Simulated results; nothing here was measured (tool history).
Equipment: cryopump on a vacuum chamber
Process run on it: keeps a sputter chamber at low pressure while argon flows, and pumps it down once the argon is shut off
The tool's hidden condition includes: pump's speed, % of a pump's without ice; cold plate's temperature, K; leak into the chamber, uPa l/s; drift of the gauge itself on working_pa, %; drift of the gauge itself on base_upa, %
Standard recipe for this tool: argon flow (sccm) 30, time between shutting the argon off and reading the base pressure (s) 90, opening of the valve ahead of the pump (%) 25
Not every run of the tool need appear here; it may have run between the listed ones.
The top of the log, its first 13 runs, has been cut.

run,hour,argon flow (sccm),time between shutting the argon off and reading the base pressure (s),opening of the valve ahead of the pump (%),hours of work since the pump was warmed up and emptied,hours of work since the cold head was overhauled,hours of work since the chamber's fittings were tightened,pressure while argon flows (Pa),pressure after the wait (uPa)
14,726,30,90,25,942,942,1824,0.1331,1.85
15,763,30,90,25,975,975,1857,0.1333,1.94
# hour 774.8: pump warmed up, emptied and cooled again
16,807.6,16,90,25,29,1010,1892,0.0681,1.73
17,860.7,16,90,25,77,1057,1940,0.0677,1.8
18,917.4,45,128,29,127,1108,1990,0.1662,1.63
19,952.3,30,90,29,158,1139,2022,0.1103,1.84
20,1003.6,55,260,30,204,1185,2067,0.1984,1.51
21,1066.7,30,233,31,260,1241,2124,0.1042,1.64
22,1127.2,14,90,25,314,1295,2177,0.061,1.97
23,1198.7,21,175,25,378,1359,2241,0.0902,1.69
24,1237.3,21,65,49,412,1393,2276,0.0477,2.17
25,1269.6,50,77,19,441,1422,2304,0.285,2.13
26,1322.3,50,77,19,488,1469,2351,0.2836,2.16
27,1375.5,15,90,21,536,1517,2399,0.0771,2.13
28,1432.8,19,65,25,587,1568,2450,0.0833,2.33
29,1485.2,30,52,15,633,1614,2497,0.2167,2.65
30,1555.4,30,52,15,696,1677,2559,0.2151,2.67
31,1588.4,30,52,60,725,1706,2589,0.0571,2.54
32,1639.4,30,70,22,771,1752,2634,0.1497,2.53
33,1696.3,30,70,22,822,1803,2685,0.1504,2.57
34,1749.2,29,78,26,869,1850,2732,0.1247,2.51

Below are 4 alternative next runs, each starting from the tool's condition after run 34. Predict each:
A,1797.4,51,285,16,912,1893,2775,?,?
B,1797.4,30,133,25,912,1893,2775,?,?
C,1797.4,57,90,20,912,1893,2775,?,?
D,1797.4,30,149,25,912,1893,2775,?,?

run,pressure while argon flows (Pa),pressure after the wait (uPa)
A,0.3457,2.13
B,0.1327,2.31
C,0.3122,2.5
D,0.1347,2.23
Stripped of hidden state, with their random variation kept, the same runs would have yielded:
run,pressure while argon flows (Pa),pressure after the wait (uPa)
A,0.3354,0.35
B,0.1266,0.5
C,0.3006,0.69
D,0.1285,0.48
